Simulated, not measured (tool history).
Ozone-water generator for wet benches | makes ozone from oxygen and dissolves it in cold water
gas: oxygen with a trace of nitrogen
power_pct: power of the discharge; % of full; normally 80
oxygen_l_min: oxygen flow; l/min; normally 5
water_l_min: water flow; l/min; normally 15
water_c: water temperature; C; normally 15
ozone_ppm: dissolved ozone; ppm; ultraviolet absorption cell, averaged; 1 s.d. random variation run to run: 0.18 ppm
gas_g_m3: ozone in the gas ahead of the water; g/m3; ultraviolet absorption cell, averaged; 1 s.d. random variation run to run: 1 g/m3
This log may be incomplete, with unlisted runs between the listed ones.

run   hour  power_pct  oxygen_l_min  water_l_min  water_c  ozone_ppm  gas_g_m3
  1      0         80             5           15       15       22.5     173.6
  2     30         80          3.99           15       15       22.4     197.2
  3   60.5         80          3.99           15       15       22.2     193.7
  4   99.6         80             5           15       15       22.2     173.6
  5  161.2         80             5           15        8       24.7     172.2
  6  202.1         80             5           15       15       22.1     174.1
     211.4  -- contactor cleaned
  7  249.4         40             5           15       15       15.1     120.4
  8  292.2         40             5           15       15         15       120
  9  346.9         40             5           15       15       14.7     119.2
     396.8  -- contactor cleaned, once more
 10  403.5         80             5           15       15       22.8     171.7
 11  452.9         80             5           15       15       23.1       173
 12  502.2         44          2.53           10        9       23.8     178.6
 13  546.5         44          2.53           10        9       24.1     177.1
 14  602.1         47          5.51           15       15       17.3     123.8
 15  645.1         47          5.51           15       15       17.4     123.5
 16  675.2         47          5.51           15       15       17.4     123.9
 17    709         47          5.51           15       15       17.2     124.9
 18  766.4         80             5           17        7       23.3     172.7
     780.5  -- water thermometer calibrated
 19  821.2         80             5           17        7       23.4       172

Branching from run 19: 5 alternative next runs. What would each branch give?
  A  886.4         61             5           17        7          ?         ?
  B  886.4         67          3.12           15       15          ?         ?
  C  886.4        100             5           12       10          ?         ?
  D  886.4         80             5           17       18          ?         ?
  E  886.4         80             5           17        8          ?         ?

run  ozone_ppm  gas_g_m3
  A         20     147.7
  B       20.2     201.2
  C       32.7     194.8
  D       19.9     173.2
  E       22.9       170
Take away the tool's hidden state, keep each run's random variation, and the runs would have read:
run  ozone_ppm  gas_g_m3
  A       20.9     153.1
  B       21.1       209
  C       34.4     204.1
  D       20.9     180.6
  E         24     177.3
